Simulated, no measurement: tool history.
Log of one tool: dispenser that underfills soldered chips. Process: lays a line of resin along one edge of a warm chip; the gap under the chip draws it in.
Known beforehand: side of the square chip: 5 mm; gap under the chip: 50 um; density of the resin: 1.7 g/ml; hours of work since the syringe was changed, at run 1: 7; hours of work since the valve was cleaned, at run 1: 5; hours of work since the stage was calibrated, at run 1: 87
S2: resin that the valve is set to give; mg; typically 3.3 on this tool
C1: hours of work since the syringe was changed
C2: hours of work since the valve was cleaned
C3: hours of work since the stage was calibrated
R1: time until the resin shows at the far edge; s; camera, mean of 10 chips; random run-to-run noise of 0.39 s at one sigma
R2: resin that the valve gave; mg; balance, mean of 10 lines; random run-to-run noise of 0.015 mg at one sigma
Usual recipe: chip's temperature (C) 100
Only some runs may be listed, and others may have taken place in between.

Run 1, hour 0: usual settings; C1 7; C2 5; C3 87. Result: R1 41.1 s, R2 3.26 mg.
At hour 6.5: new syringe of resin.
Run 2, hour 7.9: usual settings but S2 2.92 mg; C1 1; C2 9; C3 92. Result: R1 26.4 s, R2 2.92 mg.
Run 3, hour 11.4: usual settings but S2 2.92 mg; C1 3; C2 12; C3 95. Result: R1 30.6 s, R2 2.88 mg.
Run 4, hour 15.3: usual settings but S2 2.92 mg; C1 6; C2 14; C3 97. Result: R1 37.5 s, R2 2.88 mg.
Run 5, hour 20.8: usual settings; C1 9; C2 18; C3 101. Result: R1 47.2 s, R2 3.25 mg.
At hour 23.7: new syringe of resin.
Run 6, hour 26.1: usual settings; C1 2; C2 21; C3 104. Result: R1 27.4 s, R2 3.24 mg.
Run 7, hour 31.6: usual settings; C1 5; C2 25; C3 108. Result: R1 35.1 s, R2 3.23 mg.
Run 8, hour 36.1: usual settings; C1 8; C2 28; C3 111. Result: R1 42.2 s, R2 3.23 mg.
Run 9, hour 40.5: usual settings; C1 11; C2 31; C3 113. Result: R1 52.8 s, R2 3.24 mg.
At hour 41.5: new syringe of resin.
Run 10, hour 44.5: usual settings; C1 2; C2 33; C3 116. Result: R1 27.9 s, R2 3.22 mg.
Run 11, hour 51.1: usual settings; C1 6; C2 38; C3 120. Result: R1 39.4 s, R2 3.21 mg.
At hour 57.9: dispensing valve cleaned and set on the balance.
Run 12, hour 57.9: usual settings but S2 3.05 mg; C1 10; C2 0; C3 124. Result: R1 51.8 s, R2 3.02 mg.
At hour 59.9: new syringe of resin.
Run 13, hour 61.6: usual settings but chip's temperature (C) 112; C1 1; C2 2; C3 126. Result: R1 18.1 s, R2 3.29 mg.
Run 14, hour 67.8: usual settings; C1 5; C2 6; C3 130. Result: R1 33.7 s, R2 3.26 mg.
Run 15, hour 74.2: usual settings but chip's temperature (C) 104; C1 9; C2 11; C3 135. Result: R1 41.6 s, R2 3.28 mg.
At hour 77.3: new syringe of resin.
Run 16, hour 80: usual settings but chip's temperature (C) 104; C1 2; C2 14; C3 138. Result: R1 23.7 s, R2 3.28 mg.
Run 17, hour 84.4: usual settings but chip's temperature (C) 104; C1 5; C2 17; C3 141. Result: R1 29.6 s, R2 3.28 mg.
Run 18, hour 89.5: usual settings but chip's temperature (C) 104; C1 8; C2 20; C3 144. Result: R1 36.7 s, R2 3.26 mg.
At hour 94.8: new syringe of resin.
Run 19, hour 95.7: usual settings but chip's temperature (C) 104; C1 1; C2 24; C3 148. Result: R1 22 s, R2 3.23 mg.
Run 20, hour 100.5: usual settings but S2 3.1 mg; C1 4; C2 27; C3 151. Result: R1 32 s, R2 3.03 mg.
Run 21, hour 105.2: usual settings but chip's temperature (C) 98, S2 3.09 mg; C1 7; C2 30; C3 155. Result: R1 41.2 s, R2 3.03 mg.
Run 22, hour 110.9: usual settings but chip's temperature (C) 110, S2 4.25 mg; C1 11; C2 34; C3 158. Result: R1 38.3 s, R2 4.11 mg.
At hour 112.1: new syringe of resin.
Run 23, hour 115.8: usual settings but chip's temperature (C) 93, S2 3.45 mg; C1 2; C2 37; C3 161. Result: R1 35.2 s, R2 3.37 mg.
Run 24, hour 120.5: usual settings but chip's temperature (C) 91, S2 4.08 mg; C1 6; C2 40; C3 164. Result: R1 45.2 s, R2 3.98 mg.
At hour 123.2: dispensing valve cleaned and set on the balance.
Run 25, hour 125.9: usual settings but chip's temperature (C) 90, S2 3.5 mg; C1 8; C2 2; C3 167. Result: R1 57.8 s, R2 3.52 mg.
At hour 130.3: new syringe of resin.
Run 26, hour 132.6: usual settings but S2 3.63 mg; C1 2; C2 6; C3 172. Result: R1 26.7 s, R2 3.66 mg.
Run 27, hour 137: usual settings but chip's temperature (C) 107, S2 3.87 mg; C1 4; C2 9; C3 174. Result: R1 26 s, R2 3.88 mg.
Run 28, hour 141.5: usual settings but chip's temperature (C) 107, S2 3.87 mg; C1 7; C2 12; C3 177. Result: R1 33.3 s, R2 3.84 mg.
At hour 147.7: new syringe of resin.
Run 29, hour 147.7: usual settings but chip's temperature (C) 107, S2 3.87 mg; C1 0; C2 16; C3 181. Result: R1 19.5 s, R2 3.83 mg.
Run 30, hour 152.8: usual settings but chip's temperature (C) 107, S2 3.87 mg; C1 3; C2 19; C3 185. Result: R1 24.1 s, R2 3.81 mg.
Run 31, hour 157.2: usual settings but chip's temperature (C) 115, S2 4.15 mg; C1 6; C2 22; C3 188. Result: R1 23.5 s, R2 4.1 mg.
Run 32, hour 162.3: usual settings but chip's temperature (C) 95, S2 3.15 mg; C1 10; C2 25; C3 191. Result: R1 55 s, R2 3.11 mg.
At hour 165.1: new syringe of resin.
Run 33, hour 167: usual settings but chip's temperature (C) 112, S2 3.75 mg; C1 1; C2 28; C3 194. Result: R1 18.6 s, R2 3.69 mg.
Run 34, hour 173.8: usual settings but chip's temperature (C) 94, S2 2.82 mg; C1 6; C2 33; C3 198. Result: R1 44.7 s, R2 2.77 mg.
Run 35, hour 179.7: usual settings but chip's temperature (C) 97, S2 3.62 mg; C1 10; C2 37; C3 202. Result: R1 50.9 s, R2 3.54 mg.
At hour 182.3: new syringe of resin.
At hour 188.1: dispensing valve cleaned and set on the balance.
Run 36, hour 188.4: usual settings but chip's temperature (C) 114, S2 3.43 mg; C1 3; C2 0; C3 207. Result: R1 20.3 s, R2 3.42 mg.
Run 37, hour 194: usual settings but chip's temperature (C) 114, S2 3.43 mg; C1 7; C2 4; C3 211. Result: R1 26.5 s, R2 3.41 mg.

What if the next run were any one of these 3? Each begins from the tool's condition after run 37:
Run A, hour 199.7: usual settings but chip's temperature (C) 105; C1 11; C2 8; C3 214. Result: R1 ?, R2 ?.
Run B, hour 199.7: usual settings but chip's temperature (C) 93, S2 3.68 mg; C1 11; C2 8; C3 214. Result: R1 ?, R2 ?.
Run C, hour 199.7: usual settings but chip's temperature (C) 95; C1 11; C2 8; C3 214. Result: R1 ?, R2 ?.

run    R1    R2
  A  44.4  3.29
  B  62.2  3.64
  C  60.7  3.28
With no hidden state in the tool, these same runs would have given:
run    R1    R2
  A    21  3.32
  B  29.5  3.68
  C  28.8  3.31

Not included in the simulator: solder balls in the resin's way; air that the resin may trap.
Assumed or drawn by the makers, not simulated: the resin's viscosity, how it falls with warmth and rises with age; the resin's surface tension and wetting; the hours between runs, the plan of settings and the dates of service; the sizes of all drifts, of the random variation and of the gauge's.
